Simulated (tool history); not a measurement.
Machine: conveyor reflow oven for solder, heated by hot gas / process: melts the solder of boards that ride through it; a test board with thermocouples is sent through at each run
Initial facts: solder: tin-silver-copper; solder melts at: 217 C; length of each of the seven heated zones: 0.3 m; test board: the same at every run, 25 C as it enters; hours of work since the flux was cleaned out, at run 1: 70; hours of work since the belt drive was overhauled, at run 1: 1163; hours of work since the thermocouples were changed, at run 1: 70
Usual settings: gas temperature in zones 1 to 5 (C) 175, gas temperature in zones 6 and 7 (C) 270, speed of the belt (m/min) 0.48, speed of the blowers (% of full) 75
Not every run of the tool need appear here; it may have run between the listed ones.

run    hour  gas temperature in zones 1 to 5 (C)  gas temperature in zones 6 and 7 (C)  speed of the belt (m/min)  speed of the blowers (% of full)  hours of work since the flux was cleaned out  hours of work since the belt drive was overhauled  hours of work since the thermocouples were changed  highest temperature of the board (C)  time above the solder's melting point (s)
  1       0                                  175                                   270                       0.48                                75                                            70                                               1163                                                  70                                 256.9                                       62.8
  2    41.7                                  175                                   270                      0.517                                75                                            93                                               1187                                                  93                                 255.3                                       56.1
  3    77.7                                  175                                   270                      0.517                                75                                           113                                               1207                                                 113                                 254.4                                         56
  4   123.4                                  175                                   270                      0.517                                75                                           139                                               1232                                                 139                                 255.2                                       56.1
  5   176.7                                  175                                   270                      0.517                                75                                           169                                               1262                                                 169                                 254.2                                         56
  6   214.1                                  175                                   270                      0.517                                75                                           189                                               1283                                                 189                                 254.2                                       55.5
  7   275.8                                  172                                   270                      0.517                                75                                           224                                               1318                                                 224                                 253.9                                       54.1
  8   312.1                                  172                                   270                      0.517                                75                                           244                                               1338                                                 244                                 253.6                                         54
  9   370.7                                  175                                   270                       0.48                                75                                           277                                               1371                                                 277                                 256.3                                       61.6
 10   424.9                                  175                                   270                       0.48                                75                                           307                                               1401                                                 307                                   256                                       61.9
      457.8  -- belt drive overhauled, speed set with a stopwatch
 11   462.5                                  175                                   270                       0.48                                65                                           326                                                  3                                                 326                                 253.3                                         57
 12   510.5                                  175                                   270                       0.48                                65                                           353                                                 29                                                 353                                 253.4                                       56.9
 13   569.5                                  175                                   270                       0.48                                65                                           386                                                 62                                                 386                                 252.8                                       55.8
      577.4  -- flux residue cleaned out of gas plates and filters
 14     602                                  175                                   270                       0.48                                65                                            14                                                 78                                                 401                                 250.3                                       54.1
 15   642.1                                  175                                   270                       0.48                                65                                            36                                                100                                                 424                                 250.5                                       54.2
 16   677.9                                  165                                   270                       0.48                                76                                            56                                                120                                                 444                                 249.7                                       51.1
 17   734.1                                  182                                   281                       0.48                                51                                            88                                                152                                                 475                                   258                                       62.2
 18   792.9                                  166                                   270                      0.511                                75                                           120                                                185                                                 508                                 246.7                                         45
      840.1  -- flux residue cleaned out of gas plates and filters, once more
 19   840.1                                  187                                   270                       0.48                                78                                             0                                                208                                                 532                                   260                                       67.4
 20     869                                  187                                   270                       0.48                                78                                            16                                                224                                                 548                                 259.9                                       66.7
 21   897.4                                  187                                   270                       0.48                                52                                            32                                                240                                                 564                                 255.8                                       64.1
 22   932.1                                  187                                   270                       0.48                                52                                            51                                                260                                                 583                                 255.1                                       63.3
 23   957.8                                  188                                   283                      0.466                                52                                            66                                                274                                                 597                                   268                                       72.5
 24   986.6                                  188                                   280                       0.55                                62                                            82                                                290                                                 614                                 261.7                                       58.4
 25  1047.7                                  188                                   280                       0.55                                62                                           116                                                324                                                 648                                 261.3                                         58
 26    1080                                  188                                   280                       0.55                                62                                           134                                                342                                                 666                                 261.2                                       58.2
 27  1133.1                                  175                                   270                      0.566                                80                                           164                                                372                                                 695                                 252.2                                         48
 28  1162.5                                  189                                   263                      0.384                                76                                           180                                                388                                                 712                                 257.1                                       84.7
 29  1198.2                                  189                                   263                      0.384                                76                                           200                                                408                                                 732                                 256.9                                       84.6
 30  1230.5                                  189                                   263                      0.384                                76                                           218                                                426                                                 750                                 256.8                                       84.3

Selected run-to-run steps in highest temperature of the board (C), each split into two signed amounts: the part the tool would show with no hidden state at all (from settings, incoming material and random variation), and the remainder, which goes to the hidden state together with any gauge scatter not common to the measured and the hidden-state-free results:
Hidden state at play: heat that the gas passes to the board, % of a clean oven's; belt's true speed, % of the reading; true gas temperature in zones 6 and 7 over the reading, C; drift of the gauge itself on peak_c, C; drift of the gauge itself on liquid_s, %.
Run 13 -> 14: flux residue cleaned out of gas plates and filters. highest temperature of the board (C) -2.5: hidden state -2.4, all else -0.1.
Run 17 -> 18: gas temperature in zones 1 to 5 (C) 182 -> 166, gas temperature in zones 6 and 7 (C) 281 -> 270, speed of the belt (m/min) 0.48 -> 0.511, speed of the blowers (% of full) 51 -> 75. highest temperature of the board (C) -11.3: hidden state -1.9, all else -9.4.
Run 18 -> 19: gas temperature in zones 1 to 5 (C) 166 -> 187, speed of the belt (m/min) 0.511 -> 0.48, speed of the blowers (% of full) 75 -> 78, flux residue cleaned out of gas plates and filters, once more. highest temperature of the board (C) +13.3: hidden state +7.5, all else +5.8.
Run 22 -> 23: gas temperature in zones 1 to 5 (C) 187 -> 188, gas temperature in zones 6 and 7 (C) 270 -> 283, speed of the belt (m/min) 0.48 -> 0.466. highest temperature of the board (C) +12.9: hidden state +0, all else +12.9.
